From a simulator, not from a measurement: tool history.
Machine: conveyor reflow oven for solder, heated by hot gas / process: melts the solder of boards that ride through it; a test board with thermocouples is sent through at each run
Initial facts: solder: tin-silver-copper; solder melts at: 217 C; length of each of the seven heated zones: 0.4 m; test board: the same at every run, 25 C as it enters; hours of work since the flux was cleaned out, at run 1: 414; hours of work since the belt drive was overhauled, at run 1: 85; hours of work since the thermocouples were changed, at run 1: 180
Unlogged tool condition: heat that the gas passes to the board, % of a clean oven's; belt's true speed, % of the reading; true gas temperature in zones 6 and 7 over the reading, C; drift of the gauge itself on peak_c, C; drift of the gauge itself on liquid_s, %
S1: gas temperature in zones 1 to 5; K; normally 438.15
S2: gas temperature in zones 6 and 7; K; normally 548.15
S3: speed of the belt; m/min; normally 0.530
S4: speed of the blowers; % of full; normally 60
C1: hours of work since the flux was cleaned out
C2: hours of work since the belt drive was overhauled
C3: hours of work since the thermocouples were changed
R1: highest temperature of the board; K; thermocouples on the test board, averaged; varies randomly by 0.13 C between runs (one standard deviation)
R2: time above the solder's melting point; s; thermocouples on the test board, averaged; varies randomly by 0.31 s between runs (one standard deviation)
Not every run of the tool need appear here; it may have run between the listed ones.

| run | day | S1 | S2 | S3 | S4 | C1 | C2 | C3 | R1 | R2 |
|---|---|---|---|---|---|---|---|---|---|---|
| 1 | 0.000 | 438.15 | 548.15 | 0.530 | 60 | 414 | 85 | 180 | 524.15 | 61.7 |
|  | 0.783 | flux residue cleaned out of gas plates and filters |
| 2 | 1.262 | 451.15 | 548.15 | 0.530 | 60 | 5 | 96 | 192 | 528.95 | 71.8 |
| 3 | 1.892 | 451.15 | 548.15 | 0.530 | 60 | 12 | 103 | 199 | 529.15 | 71.2 |
| 4 | 2.767 | 451.15 | 548.15 | 0.530 | 60 | 22 | 113 | 208 | 528.85 | 71.4 |
| 5 | 3.825 | 438.15 | 548.15 | 0.553 | 60 | 33 | 124 | 220 | 524.65 | 59.4 |
| 6 | 4.558 | 438.15 | 548.15 | 0.530 | 60 | 41 | 132 | 228 | 526.05 | 63.9 |
| 7 | 5.462 | 438.15 | 548.15 | 0.530 | 60 | 51 | 142 | 237 | 526.45 | 63.8 |
| 8 | 6.288 | 438.15 | 548.15 | 0.530 | 60 | 60 | 151 | 246 | 526.15 | 64.3 |
| 9 | 6.950 | 438.15 | 548.15 | 0.530 | 60 | 67 | 158 | 254 | 526.25 | 63.9 |
| 10 | 7.829 | 438.15 | 548.15 | 0.530 | 60 | 76 | 167 | 263 | 526.35 | 64.0 |
| 11 | 8.533 | 438.15 | 548.15 | 0.530 | 60 | 84 | 175 | 271 | 526.55 | 64.2 |
| 12 | 9.229 | 438.15 | 548.15 | 0.530 | 60 | 92 | 183 | 278 | 526.45 | 64.2 |
| 13 | 10.175 | 438.15 | 548.15 | 0.530 | 60 | 102 | 193 | 289 | 526.35 | 63.5 |
| 14 | 11.217 | 438.15 | 548.15 | 0.530 | 60 | 113 | 204 | 300 | 526.25 | 63.0 |
| 15 | 12.171 | 438.15 | 548.15 | 0.530 | 60 | 124 | 215 | 310 | 526.25 | 64.0 |
| 16 | 12.608 | 438.15 | 562.15 | 0.485 | 60 | 128 | 219 | 315 | 541.85 | 83.5 |
| 17 | 13.071 | 439.15 | 548.15 | 0.555 | 72 | 133 | 224 | 320 | 529.35 | 64.0 |
|  | 13.300 | belt drive overhauled, speed set with a stopwatch |
| 18 | 13.850 | 431.15 | 558.15 | 0.555 | 81 | 140 | 6 | 327 | 539.35 | 69.5 |
| 19 | 14.367 | 431.15 | 558.15 | 0.555 | 81 | 146 | 12 | 332 | 539.55 | 69.8 |
| 20 | 15.429 | 434.15 | 538.15 | 0.530 | 60 | 157 | 23 | 344 | 516.75 | 53.1 |
| 21 | 16.088 | 434.15 | 538.15 | 0.530 | 60 | 164 | 30 | 351 | 516.75 | 53.3 |
| 22 | 16.662 | 438.15 | 538.15 | 0.530 | 60 | 170 | 36 | 357 | 517.95 | 55.2 |
| 23 | 17.483 | 445.15 | 548.15 | 0.444 | 60 | 179 | 45 | 366 | 533.75 | 89.1 |
|  | 18.400 | belt drive overhauled, speed set with a stopwatch, once more |
| 24 | 18.633 | 438.15 | 548.15 | 0.530 | 76 | 190 | 3 | 377 | 531.25 | 68.8 |
| 25 | 19.096 | 438.15 | 548.15 | 0.530 | 76 | 195 | 8 | 382 | 531.45 | 68.7 |
| 26 | 20.042 | 438.15 | 548.15 | 0.530 | 76 | 205 | 18 | 392 | 531.25 | 69.1 |
| 27 | 21.033 | 438.15 | 548.15 | 0.504 | 74 | 216 | 29 | 403 | 532.55 | 73.4 |
| 28 | 21.908 | 438.15 | 541.15 | 0.504 | 50 | 226 | 38 | 412 | 517.35 | 56.5 |
| 29 | 22.808 | 438.15 | 541.15 | 0.504 | 50 | 235 | 48 | 422 | 517.35 | 57.1 |

3 ways to go on from here, each from the tool as it stands after run 29. What would each give?
| A | 23.775 | 452.15 | 542.15 | 0.605 | 60 | 246 | 58 | 432 | ? | ? |
| B | 23.775 | 446.15 | 548.15 | 0.530 | 60 | 246 | 58 | 432 | ? | ? |
| C | 23.775 | 448.15 | 537.15 | 0.504 | 55 | 246 | 58 | 432 | ? | ? |

| run | R1 | R2 |
|---|---|---|
| A | 518.65 | 52.4 |
| B | 527.35 | 68.0 |
| C | 518.35 | 63.2 |
With the hidden condition removed and each run's random variation left untouched, the same runs would have given:
| run | R1 | R2 |
|---|---|---|
| A | 519.55 | 53.8 |
| B | 528.15 | 69.0 |
| C | 518.95 | 64.3 |

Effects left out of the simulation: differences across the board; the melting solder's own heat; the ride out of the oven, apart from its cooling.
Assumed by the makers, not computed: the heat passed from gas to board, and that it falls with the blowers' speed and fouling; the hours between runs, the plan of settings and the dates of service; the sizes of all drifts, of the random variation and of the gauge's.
